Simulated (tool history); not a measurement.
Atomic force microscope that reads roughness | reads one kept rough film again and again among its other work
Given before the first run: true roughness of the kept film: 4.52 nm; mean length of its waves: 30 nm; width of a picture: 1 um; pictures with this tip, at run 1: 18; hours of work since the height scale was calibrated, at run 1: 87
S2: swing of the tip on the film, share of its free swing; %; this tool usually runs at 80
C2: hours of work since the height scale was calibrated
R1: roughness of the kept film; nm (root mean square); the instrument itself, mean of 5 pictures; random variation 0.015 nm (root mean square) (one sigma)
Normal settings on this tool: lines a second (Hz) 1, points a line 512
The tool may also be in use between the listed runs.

Run 1, day 0: usual settings; pictures with this tip 18; C2 87. Result: R1 3.403 nm (root mean square).
Run 2, day 1.233: usual settings but S2 75 %; pictures with this tip 47; C2 103. Result: R1 3.4 nm (root mean square).
Run 3, day 2.304: usual settings but S2 75 %; pictures with this tip 72; C2 118. Result: R1 3.322 nm (root mean square).
Run 4, day 3.467: usual settings but S2 75 %; pictures with this tip 99; C2 133. Result: R1 3.305 nm (root mean square).
Run 5, day 4.262: usual settings but lines a second (Hz) 0.55; pictures with this tip 117; C2 144. Result: R1 3.306 nm (root mean square).
Run 6, day 5.442: usual settings but lines a second (Hz) 0.55; pictures with this tip 145; C2 160. Result: R1 3.23 nm (root mean square).
Run 7, day 6.796: usual settings but lines a second (Hz) 0.55; pictures with this tip 176; C2 178. Result: R1 3.174 nm (root mean square).
Run 8, day 7.779: usual settings but lines a second (Hz) 0.55; pictures with this tip 199; C2 192. Result: R1 3.141 nm (root mean square).
Run 9, day 8.917: usual settings but lines a second (Hz) 0.55; pictures with this tip 225; C2 207. Result: R1 3.142 nm (root mean square).
Run 10, day 9.925: usual settings; pictures with this tip 249; C2 221. Result: R1 2.993 nm (root mean square).
At day 10.458: new tip fitted.
Run 11, day 11.058: usual settings; pictures with this tip 14; C2 236. Result: R1 3.481 nm (root mean square).
Run 12, day 12.446: usual settings; pictures with this tip 46; C2 254. Result: R1 3.385 nm (root mean square).
Run 13, day 13.621: usual settings; pictures with this tip 73; C2 270. Result: R1 3.35 nm (root mean square).
Run 14, day 14.838: usual settings; pictures with this tip 101; C2 287. Result: R1 3.271 nm (root mean square).
Run 15, day 15.921: usual settings; pictures with this tip 127; C2 301. Result: R1 3.243 nm (root mean square).
Run 16, day 16.754: usual settings; pictures with this tip 146; C2 313. Result: R1 3.194 nm (root mean square).
Run 17, day 17.388: usual settings; pictures with this tip 161; C2 321. Result: R1 3.164 nm (root mean square).
Run 18, day 18.283: usual settings; pictures with this tip 181; C2 333. Result: R1 3.133 nm (root mean square).
Run 19, day 19.596: usual settings but lines a second (Hz) 1.88; pictures with this tip 212; C2 351. Result: R1 2.926 nm (root mean square).
Run 20, day 20.621: usual settings but lines a second (Hz) 1.88; pictures with this tip 236; C2 365. Result: R1 2.892 nm (root mean square).
At day 21.788: new tip fitted.
Run 21, day 22.042: usual settings but lines a second (Hz) 1.88; pictures with this tip 6; C2 384. Result: R1 3.328 nm (root mean square).
Run 22, day 23.108: usual settings but lines a second (Hz) 1.88; pictures with this tip 31; C2 398. Result: R1 3.25 nm (root mean square).
Run 23, day 23.704: usual settings but lines a second (Hz) 1.88; pictures with this tip 45; C2 406. Result: R1 3.217 nm (root mean square).
Run 24, day 24.771: usual settings but lines a second (Hz) 1.88; pictures with this tip 70; C2 421. Result: R1 3.193 nm (root mean square).
Run 25, day 25.929: usual settings but lines a second (Hz) 1.88; pictures with this tip 97; C2 436. Result: R1 3.116 nm (root mean square).
Run 26, day 27.046: usual settings but lines a second (Hz) 1.88; pictures with this tip 123; C2 451. Result: R1 3.092 nm (root mean square).
Run 27, day 28.262: usual settings but lines a second (Hz) 1.88; pictures with this tip 151; C2 468. Result: R1 3.025 nm (root mean square).
Run 28, day 29.521: usual settings but lines a second (Hz) 1.88; pictures with this tip 180; C2 485. Result: R1 2.978 nm (root mean square).
Run 29, day 30.575: usual settings but S2 67 %, points a line 569; pictures with this tip 205; C2 499. Result: R1 3.212 nm (root mean square).
Run 30, day 31.788: usual settings but S2 67 %, points a line 347; pictures with this tip 233; C2 515. Result: R1 3.129 nm (root mean square).
Run 31, day 32.933: usual settings but lines a second (Hz) 1.8, S2 65 %, points a line 845; pictures with this tip 259; C2 531. Result: R1 3.038 nm (root mean square).
At day 33.029: new tip fitted.
Run 32, day 33.733: usual settings but lines a second (Hz) 1.19, S2 77 %, points a line 397; pictures with this tip 16; C2 541. Result: R1 3.404 nm (root mean square).
Run 33, day 34.329: usual settings but lines a second (Hz) 1.19, S2 88 %, points a line 325; pictures with this tip 30; C2 549. Result: R1 3.246 nm (root mean square).
Run 34, day 35.025: usual settings but lines a second (Hz) 1.19, S2 88 %, points a line 325; pictures with this tip 46; C2 559. Result: R1 3.196 nm (root mean square).
Run 35, day 36.35: usual settings but lines a second (Hz) 1.2, S2 88 %, points a line 938; pictures with this tip 77; C2 577. Result: R1 3.149 nm (root mean square).
Run 36, day 37.212: usual settings but S2 75 %; pictures with this tip 97; C2 588. Result: R1 3.319 nm (root mean square).
Run 37, day 38.442: usual settings but S2 75 %; pictures with this tip 126; C2 605. Result: R1 3.245 nm (root mean square).
Run 38, day 39.658: usual settings but lines a second (Hz) 2.16, S2 75 %, points a line 311; pictures with this tip 154; C2 621. Result: R1 2.982 nm (root mean square).
Run 39, day 40.45: usual settings but lines a second (Hz) 2.25, S2 62 %; pictures with this tip 172; C2 632. Result: R1 3.146 nm (root mean square).
Run 40, day 41.283: usual settings but lines a second (Hz) 0.58, S2 60 %, points a line 890; pictures with this tip 192; C2 643. Result: R1 3.247 nm (root mean square).
Run 41, day 42.492: usual settings but lines a second (Hz) 0.58, S2 60 %, points a line 499; pictures with this tip 220; C2 659. Result: R1 3.209 nm (root mean square).
Run 42, day 43.142: usual settings but lines a second (Hz) 0.58, S2 60 %, points a line 499; pictures with this tip 235; C2 668. Result: R1 3.153 nm (root mean square).
Run 43, day 43.967: usual settings but S2 85 %, points a line 624; pictures with this tip 254; C2 679. Result: R1 2.945 nm (root mean square).
At day 44.271: new tip fitted.
Run 44, day 45.371: usual settings but S2 59 %, points a line 624; pictures with this tip 25; C2 698. Result: R1 3.594 nm (root mean square).
Run 45, day 46.446: usual settings but lines a second (Hz) 1.58, S2 64 %; pictures with this tip 50; C2 713. Result: R1 3.443 nm (root mean square).
Run 46, day 47.767: usual settings but lines a second (Hz) 3.58, S2 70 %; pictures with this tip 81; C2 730. Result: R1 3.097 nm (root mean square).
Run 47, day 49.121: usual settings but lines a second (Hz) 3.58, S2 70 %; pictures with this tip 112; C2 749. Result: R1 3.032 nm (root mean square).
Run 48, day 50.175: usual settings but lines a second (Hz) 3.58, S2 70 %; pictures with this tip 137; C2 763. Result: R1 3.016 nm (root mean square).
Run 49, day 51.067: usual settings but lines a second (Hz) 0.79, S2 84 %, points a line 368; pictures with this tip 158; C2 775. Result: R1 3.18 nm (root mean square).
Run 50, day 52.212: usual settings but lines a second (Hz) 1.43, S2 79 %, points a line 258; pictures with this tip 184; C2 790. Result: R1 3.023 nm (root mean square).
Run 51, day 53.571: usual settings but lines a second (Hz) 0.69; pictures with this tip 216; C2 809. Result: R1 3.119 nm (root mean square).
Run 52, day 54.825: usual settings but lines a second (Hz) 2.87, S2 59 %; pictures with this tip 245; C2 826. Result: R1 3.026 nm (root mean square).

Describe how what the log doesn't record of the tool's condition differs between the last listed run preceding each entry between runs and the first listed run following it.
Between runs 10 and 11: new tip fitted (day 10.458)
  radius of the tip, nm: 21.1 -> 11; height scale over the true one, %: -0.13 -> -0.15
  measured less the result without the state, R1: -0.556 -> -0.063 nm (root mean square)
Between runs 20 and 21: new tip fitted (day 21.788)
  radius of the tip, nm: 19.5 -> 10.6; height scale over the true one, %: -0.34 -> -0.37
  measured less the result without the state, R1: -0.466 -> -0.045 nm (root mean square)
Between runs 31 and 32: new tip fitted (day 33.029)
  radius of the tip, nm: 20.6 -> 11.5; height scale over the true one, %: -0.57 -> -0.59
  measured less the result without the state, R1: -0.552 -> -0.103 nm (root mean square)
Between runs 43 and 44: new tip fitted (day 44.271)
  radius of the tip, nm: 20.7 -> 11.2; height scale over the true one, %: -0.78 -> -0.81
  measured less the result without the state, R1: -0.55 -> -0.099 nm (root mean square)
